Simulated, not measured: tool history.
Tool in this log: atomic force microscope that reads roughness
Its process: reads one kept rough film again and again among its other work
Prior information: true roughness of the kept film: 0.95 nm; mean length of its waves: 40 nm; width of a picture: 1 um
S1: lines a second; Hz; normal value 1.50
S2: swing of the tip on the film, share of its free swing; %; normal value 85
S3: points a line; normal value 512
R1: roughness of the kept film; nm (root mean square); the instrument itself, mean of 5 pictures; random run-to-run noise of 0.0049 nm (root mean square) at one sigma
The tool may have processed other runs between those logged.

run,hour,S1,S2,S3,R1
1,0.0,1.50,85,512,0.745
2,7.2,2.69,85,512,0.654
3,17.8,1.39,85,512,0.740
4,25.0,1.39,85,512,0.744
5,31.6,1.39,85,512,0.742
6,42.6,1.50,85,512,0.729
7,48.3,0.78,85,512,0.787
# hour 55.5: new tip fitted
8,58.9,0.78,85,512,0.842
9,68.6,1.50,85,299,0.771
10,76.6,1.50,63,299,0.871
11,90.0,1.50,63,299,0.865
12,100.3,1.50,63,299,0.862
13,108.0,1.50,63,299,0.864
14,116.9,1.50,85,512,0.766
15,127.7,3.51,63,381,0.794
16,136.0,0.73,63,381,0.879
17,148.2,1.56,56,400,0.865
18,161.0,1.30,72,692,0.824
19,171.1,3.18,84,876,0.644
20,176.7,2.72,63,614,0.805
21,187.4,2.67,70,619,0.775
22,199.8,2.67,80,529,0.714
23,212.9,0.57,85,512,0.836
24,221.4,1.50,72,551,0.812
25,233.9,1.33,58,303,0.859
26,242.8,3.72,90,303,0.549
27,249.8,0.72,85,463,0.813
28,257.7,0.51,65,680,0.861

The logged runs with the hidden state left out (each run's random variation unchanged):
Hidden state present: radius of the tip, nm; height scale over the true one, %; drift of the gauge itself on roughness_nm, %.
run,R1
1,0.782
2,0.688
3,0.780
4,0.785
5,0.785
6,0.774
7,0.836
8,0.840
9,0.771
10,0.873
11,0.870
12,0.869
13,0.873
14,0.775
15,0.806
16,0.894
17,0.882
18,0.843
19,0.660
20,0.828
21,0.799
22,0.737
23,0.866
24,0.843
25,0.894
26,0.573
27,0.850
28,0.903

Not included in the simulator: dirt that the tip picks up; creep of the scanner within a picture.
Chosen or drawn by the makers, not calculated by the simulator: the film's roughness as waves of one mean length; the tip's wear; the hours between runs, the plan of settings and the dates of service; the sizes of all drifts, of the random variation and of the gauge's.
